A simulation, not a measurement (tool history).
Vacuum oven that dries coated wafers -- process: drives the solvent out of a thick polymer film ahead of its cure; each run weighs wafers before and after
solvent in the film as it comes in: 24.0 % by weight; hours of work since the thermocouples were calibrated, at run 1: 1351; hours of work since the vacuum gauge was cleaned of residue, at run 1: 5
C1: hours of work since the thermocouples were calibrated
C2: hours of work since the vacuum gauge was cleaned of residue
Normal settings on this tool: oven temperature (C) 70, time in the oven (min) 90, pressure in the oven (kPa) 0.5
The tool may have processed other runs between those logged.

{"run": 1, "hour": 0.0, "oven temperature (C)": 70, "time in the oven (min)": 90, "pressure in the oven (kPa)": 0.5, "C1": 1351, "C2": 5, "solvent left in the film (%)": 6.57}
{"run": 2, "hour": 8.2, "oven temperature (C)": 65, "time in the oven (min)": 90, "pressure in the oven (kPa)": 0.5, "C1": 1356, "C2": 9, "solvent left in the film (%)": 8.79}
{"run": 3, "hour": 22.5, "oven temperature (C)": 65, "time in the oven (min)": 90, "pressure in the oven (kPa)": 0.5, "C1": 1364, "C2": 17, "solvent left in the film (%)": 8.73}
{"run": 4, "hour": 36.7, "oven temperature (C)": 70, "time in the oven (min)": 90, "pressure in the oven (kPa)": 0.5, "C1": 1372, "C2": 25, "solvent left in the film (%)": 6.47}
{"run": 5, "hour": 48.1, "oven temperature (C)": 70, "time in the oven (min)": 90, "pressure in the oven (kPa)": 1.727, "C1": 1378, "C2": 32, "solvent left in the film (%)": 7.73}
{"run": 6, "hour": 61.9, "oven temperature (C)": 70, "time in the oven (min)": 90, "pressure in the oven (kPa)": 1.657, "C1": 1386, "C2": 39, "solvent left in the film (%)": 7.8}
{"run": 7, "hour": 70.1, "oven temperature (C)": 70, "time in the oven (min)": 148, "pressure in the oven (kPa)": 1.657, "C1": 1391, "C2": 44, "solvent left in the film (%)": 4.67}
{"run": 8, "hour": 82.8, "oven temperature (C)": 70, "time in the oven (min)": 148, "pressure in the oven (kPa)": 1.657, "C1": 1398, "C2": 51, "solvent left in the film (%)": 4.82}
{"run": 9, "hour": 92.8, "oven temperature (C)": 70, "time in the oven (min)": 90, "pressure in the oven (kPa)": 0.5, "C1": 1403, "C2": 57, "solvent left in the film (%)": 6.47}
{"run": 10, "hour": 99.0, "oven temperature (C)": 70, "time in the oven (min)": 90, "pressure in the oven (kPa)": 0.5, "C1": 1407, "C2": 60, "solvent left in the film (%)": 6.49}
{"run": 11, "hour": 109.8, "oven temperature (C)": 70, "time in the oven (min)": 90, "pressure in the oven (kPa)": 0.5, "C1": 1413, "C2": 66, "solvent left in the film (%)": 6.6}
{"run": 12, "hour": 116.5, "oven temperature (C)": 66, "time in the oven (min)": 50, "pressure in the oven (kPa)": 0.5, "C1": 1417, "C2": 70, "solvent left in the film (%)": 11.97}
{"run": 13, "hour": 127.0, "oven temperature (C)": 69, "time in the oven (min)": 120, "pressure in the oven (kPa)": 1.102, "C1": 1423, "C2": 76, "solvent left in the film (%)": 5.67}
{"run": 14, "hour": 137.3, "oven temperature (C)": 69, "time in the oven (min)": 120, "pressure in the oven (kPa)": 1.102, "C1": 1428, "C2": 82, "solvent left in the film (%)": 5.88}
{"run": 15, "hour": 147.4, "oven temperature (C)": 73, "time in the oven (min)": 132, "pressure in the oven (kPa)": 0.469, "C1": 1434, "C2": 87, "solvent left in the film (%)": 3.19}
{"run": 16, "hour": 158.6, "oven temperature (C)": 55, "time in the oven (min)": 161, "pressure in the oven (kPa)": 0.302, "C1": 1440, "C2": 94, "solvent left in the film (%)": 8.79}

What does the tool deliver on the next run?
{"run": 17, "hour": 168.7, "oven temperature (C)": 70, "time in the oven (min)": 50, "pressure in the oven (kPa)": 0.5, "C1": 1446, "C2": 99, "solvent left in the film (%)": "?"}

solvent left in the film (%): 10.7
The same run, on a tool lacking any hidden state, would have yielded solvent left in the film (%) 9.42.
